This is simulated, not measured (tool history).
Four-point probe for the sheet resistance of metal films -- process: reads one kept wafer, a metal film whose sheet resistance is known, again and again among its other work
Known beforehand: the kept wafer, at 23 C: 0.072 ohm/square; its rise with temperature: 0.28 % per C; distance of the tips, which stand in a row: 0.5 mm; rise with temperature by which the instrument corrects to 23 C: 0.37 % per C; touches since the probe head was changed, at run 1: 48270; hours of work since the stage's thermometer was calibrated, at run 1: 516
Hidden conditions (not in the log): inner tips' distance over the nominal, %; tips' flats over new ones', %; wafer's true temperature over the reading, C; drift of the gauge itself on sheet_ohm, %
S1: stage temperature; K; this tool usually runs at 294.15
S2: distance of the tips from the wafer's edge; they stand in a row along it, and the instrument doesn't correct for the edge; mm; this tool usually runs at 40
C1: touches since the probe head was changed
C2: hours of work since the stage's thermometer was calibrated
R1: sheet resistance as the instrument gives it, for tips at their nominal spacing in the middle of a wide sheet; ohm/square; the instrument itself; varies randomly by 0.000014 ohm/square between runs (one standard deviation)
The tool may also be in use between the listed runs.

run 1 hour=0 | S1=294.15 S2=40 | C1=48270 C2=516 | R1=0.071975
run 2 hour=62.2 | S1=294.15 S2=40 | C1=49463 C2=547 | R1=0.071974
run 3 hour=89.1 | S1=294.15 S2=40 | C1=49980 C2=560 | R1=0.071938
run 4 hour=120.3 | S1=294.15 S2=40 | C1=50578 C2=576 | R1=0.071976
-- hour=126.1 stage's thermometer calibrated
run 5 hour=166.1 | S1=294.15 S2=40 | C1=51449 C2=20 | R1=0.072008
run 6 hour=192.3 | S1=294.15 S2=40 | C1=51952 C2=33 | R1=0.071972
run 7 hour=244.3 | S1=294.15 S2=36 | C1=52949 C2=59 | R1=0.071985
run 8 hour=292.1 | S1=297.15 S2=15 | C1=53868 C2=82 | R1=0.071825
run 9 hour=317.9 | S1=297.15 S2=15 | C1=54364 C2=95 | R1=0.07181

Run 10 comes next. What will it give?
-- hour=343.8 stage's thermometer calibrated, once more
run 10 hour=378.9 | S1=292.15 S2=21 | C1=55525 C2=17 | R1=?

{"run 10": {"R1": 0.072046}}
Minus the tool's unlogged condition, the same run would have read R1 0.07228 ohm/square.

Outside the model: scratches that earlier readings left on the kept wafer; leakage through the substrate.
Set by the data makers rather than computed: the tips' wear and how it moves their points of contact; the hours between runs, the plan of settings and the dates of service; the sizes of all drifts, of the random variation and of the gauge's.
